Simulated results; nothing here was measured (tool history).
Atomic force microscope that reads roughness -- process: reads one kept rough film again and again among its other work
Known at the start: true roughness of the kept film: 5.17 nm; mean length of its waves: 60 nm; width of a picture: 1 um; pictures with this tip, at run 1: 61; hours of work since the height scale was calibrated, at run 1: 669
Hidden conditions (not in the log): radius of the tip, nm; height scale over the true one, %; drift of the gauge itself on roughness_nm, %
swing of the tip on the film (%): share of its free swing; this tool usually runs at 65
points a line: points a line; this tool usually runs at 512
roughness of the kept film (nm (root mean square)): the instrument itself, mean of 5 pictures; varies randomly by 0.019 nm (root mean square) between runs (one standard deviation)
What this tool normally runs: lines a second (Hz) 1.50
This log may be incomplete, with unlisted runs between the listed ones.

| run | hour | lines a second (Hz) | swing of the tip on the film (%) | points a line | pictures with this tip | hours of work since the height scale was calibrated | roughness of the kept film (nm (root mean square)) |
|---|---|---|---|---|---|---|---|
| 1 | 0.0 | 1.50 | 65 | 512 | 61 | 669 | 4.419 |
| 2 | 34.0 | 1.50 | 65 | 512 | 100 | 689 | 4.256 |
|  | 42.4 | new tip fitted |
| 3 | 93.3 | 1.50 | 65 | 512 | 59 | 723 | 4.440 |
|  | 141.8 | new tip fitted |
| 4 | 160.0 | 1.50 | 65 | 512 | 21 | 761 | 4.549 |
| 5 | 191.3 | 1.50 | 65 | 641 | 57 | 779 | 4.416 |
|  | 237.2 | new tip fitted |
| 6 | 241.5 | 1.50 | 65 | 641 | 5 | 808 | 4.604 |
| 7 | 306.9 | 1.50 | 65 | 641 | 82 | 845 | 4.336 |
|  | 334.9 | new tip fitted |
| 8 | 362.1 | 1.50 | 65 | 641 | 31 | 877 | 4.512 |
| 9 | 419.2 | 1.50 | 65 | 641 | 98 | 910 | 4.282 |
|  | 434.5 | new tip fitted |
| 10 | 468.9 | 1.50 | 65 | 641 | 40 | 938 | 4.448 |
| 11 | 514.5 | 1.54 | 60 | 512 | 93 | 965 | 4.351 |
|  | 533.2 | new tip fitted |
| 12 | 582.8 | 1.50 | 65 | 288 | 57 | 1004 | 4.409 |
|  | 631.5 | new tip fitted |
| 13 | 654.1 | 1.50 | 65 | 288 | 26 | 1045 | 4.475 |
| 14 | 709.1 | 1.50 | 65 | 288 | 90 | 1077 | 4.274 |
|  | 728.9 | new tip fitted |
| 15 | 775.2 | 1.50 | 65 | 288 | 54 | 1114 | 4.421 |
|  | 825.2 | new tip fitted |
| 16 | 838.2 | 1.50 | 65 | 288 | 15 | 1150 | 4.568 |
| 17 | 909.5 | 1.04 | 65 | 526 | 98 | 1192 | 4.348 |
|  | 920.7 | new tip fitted |
| 18 | 981.9 | 1.50 | 62 | 512 | 71 | 1233 | 4.441 |

Branching from run 18: 3 alternative next runs. What would each branch give?
|  | 1020.1 | new tip fitted |
| A | 1044.8 | 1.50 | 65 | 293 | 29 | 1269 | ? |
|  | 1020.1 | new tip fitted |
| B | 1044.8 | 1.67 | 68 | 676 | 29 | 1269 | ? |
|  | 1020.1 | new tip fitted |
| C | 1044.8 | 1.50 | 58 | 462 | 29 | 1269 | ? |

| run | roughness of the kept film (nm (root mean square)) |
|---|---|
| A | 4.526 |
| B | 4.420 |
| C | 4.588 |
Without the tool's hidden state the same runs would have given:
| run | roughness of the kept film (nm (root mean square)) |
|---|---|
| A | 4.743 |
| B | 4.631 |
| C | 4.808 |

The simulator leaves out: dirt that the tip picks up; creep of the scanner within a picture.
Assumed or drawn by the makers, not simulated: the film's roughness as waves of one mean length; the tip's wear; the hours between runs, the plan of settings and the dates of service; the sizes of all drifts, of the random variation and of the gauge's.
